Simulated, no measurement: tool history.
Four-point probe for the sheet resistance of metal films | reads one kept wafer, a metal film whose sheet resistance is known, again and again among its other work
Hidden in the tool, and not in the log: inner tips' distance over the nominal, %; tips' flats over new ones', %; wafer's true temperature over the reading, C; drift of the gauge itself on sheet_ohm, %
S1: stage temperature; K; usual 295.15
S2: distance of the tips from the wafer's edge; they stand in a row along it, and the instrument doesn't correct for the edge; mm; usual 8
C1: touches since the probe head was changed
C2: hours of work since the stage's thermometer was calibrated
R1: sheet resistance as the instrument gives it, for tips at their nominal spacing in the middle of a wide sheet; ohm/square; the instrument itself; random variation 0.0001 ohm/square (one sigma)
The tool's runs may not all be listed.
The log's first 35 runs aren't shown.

Run 36, day 93.754: usual settings but S1 303.15 K, S2 15 mm; C1 24729; C2 829. Result: R1 0.524463 ohm/square.
Run 37, day 95.392: usual settings but S1 296.15 K, S2 28 mm; C1 26747; C2 856. Result: R1 0.523547 ohm/square.
Run 38, day 98.142: usual settings but S1 296.15 K, S2 28 mm; C1 30135; C2 902. Result: R1 0.523589 ohm/square.
Run 39, day 100.121: usual settings but S1 298.15 K, S2 10 mm; C1 32569; C2 934. Result: R1 0.524665 ohm/square.
Run 40, day 102.079: usual settings but S1 306.15 K, S2 9 mm; C1 34981; C2 967. Result: R1 0.525961 ohm/square.
Run 41, day 105.6: usual settings but S1 294.15 K; C1 39317; C2 1025. Result: R1 0.524792 ohm/square.
Run 42, day 107.871: usual settings but S1 301.15 K, S2 41 mm; C1 42112; C2 1062. Result: R1 0.524803 ohm/square.
Run 43, day 110.117: usual settings but S1 298.15 K, S2 6 mm; C1 44878; C2 1099. Result: R1 0.526494 ohm/square.

4 ways to go on from here, each from the tool as it stands after run 43. What would each give?
Run A, day 112.817: usual settings but S1 292.15 K, S2 49 mm; C1 48204; C2 1144. Result: R1 ?.
Run B, day 112.817: usual settings but S1 299.15 K, S2 37 mm; C1 48204; C2 1144. Result: R1 ?.
Run C, day 112.817: usual settings but S1 298.15 K, S2 35 mm; C1 48204; C2 1144. Result: R1 ?.
Run D, day 112.817: usual settings but S1 298.15 K, S2 3 mm; C1 48204; C2 1144. Result: R1 ?.

run        R1
  A  0.523837
  B  0.524896
  C  0.524784
  D  0.532446
Without the tool's hidden state the same runs would have given:
run        R1
  A  0.521582
  B  0.522641
  C  0.522529
  D   0.53016
